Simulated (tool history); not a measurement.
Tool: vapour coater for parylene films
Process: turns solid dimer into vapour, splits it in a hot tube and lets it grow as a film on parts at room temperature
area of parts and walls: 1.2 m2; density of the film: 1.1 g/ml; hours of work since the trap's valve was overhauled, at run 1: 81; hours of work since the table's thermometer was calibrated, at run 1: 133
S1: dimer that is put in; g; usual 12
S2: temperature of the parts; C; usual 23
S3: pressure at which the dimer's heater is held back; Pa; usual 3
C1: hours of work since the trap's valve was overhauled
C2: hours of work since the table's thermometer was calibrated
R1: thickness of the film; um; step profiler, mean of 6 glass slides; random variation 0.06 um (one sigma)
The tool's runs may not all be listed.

| run | hour | S1 | S2 | S3 | C1 | C2 | R1 |
|---|---|---|---|---|---|---|---|
| 1 | 0 | 12 | 23 | 3 | 81 | 133 | 6.96 |
| 2 | 19.2 | 12 | 23 | 3 | 96 | 148 | 6.93 |
| 3 | 36.8 | 12 | 23 | 3 | 109 | 161 | 6.89 |
| 4 | 46.2 | 12 | 23 | 3 | 116 | 169 | 7 |
| 5 | 54.9 | 12 | 23 | 3 | 123 | 175 | 6.94 |
| 6 | 72.2 | 12 | 23 | 3 | 136 | 188 | 6.83 |
| 7 | 83.1 | 12 | 23 | 3 | 144 | 197 | 7.04 |
| 8 | 100.5 | 9 | 23 | 3 | 158 | 210 | 5.14 |
| 9 | 109.8 | 9 | 23 | 3 | 165 | 217 | 5.19 |
| 10 | 119.6 | 9 | 23 | 3 | 172 | 224 | 5.05 |
| 11 | 136.6 | 9 | 23 | 3 | 185 | 237 | 5.16 |
| 12 | 151.4 | 9 | 23 | 3 | 196 | 249 | 5.15 |
| 13 | 171.4 | 12 | 23 | 3 | 212 | 264 | 6.99 |
|  | 177.1 | trap's valve overhauled |
| 14 | 188.5 | 12 | 18 | 3 | 9 | 274 | 8.45 |
| 15 | 197 | 12 | 18 | 3 | 15 | 280 | 8.5 |
| 16 | 208.8 | 12 | 18 | 3 | 24 | 289 | 8.54 |
| 17 | 222.6 | 12 | 18 | 3 | 35 | 300 | 8.53 |
| 18 | 231.4 | 12 | 18 | 3 | 41 | 307 | 8.45 |
| 19 | 240.7 | 12 | 18 | 2.56 | 48 | 314 | 8.69 |
| 20 | 258.1 | 12 | 18 | 2.56 | 62 | 327 | 8.6 |
|  | 271.2 | trap's valve overhauled, once more |
| 21 | 279 | 13 | 27 | 6.48 | 6 | 340 | 5.34 |
| 22 | 288 | 21 | 29 | 6.63 | 13 | 347 | 7.88 |
| 23 | 300.7 | 8 | 32 | 6.63 | 22 | 356 | 2.61 |
| 24 | 312.8 | 8 | 32 | 6.63 | 32 | 366 | 2.61 |
| 25 | 332.1 | 8 | 32 | 6.63 | 46 | 380 | 2.71 |
| 26 | 340.8 | 8 | 32 | 6.63 | 53 | 387 | 2.64 |

The next listed run, before its measurement:
| 27 | 351.3 | 13 | 17 | 7.82 | 61 | 395 | ? |

R1: 7.92 um
Without the tool's hidden state the same run would have given R1 8.11 um.
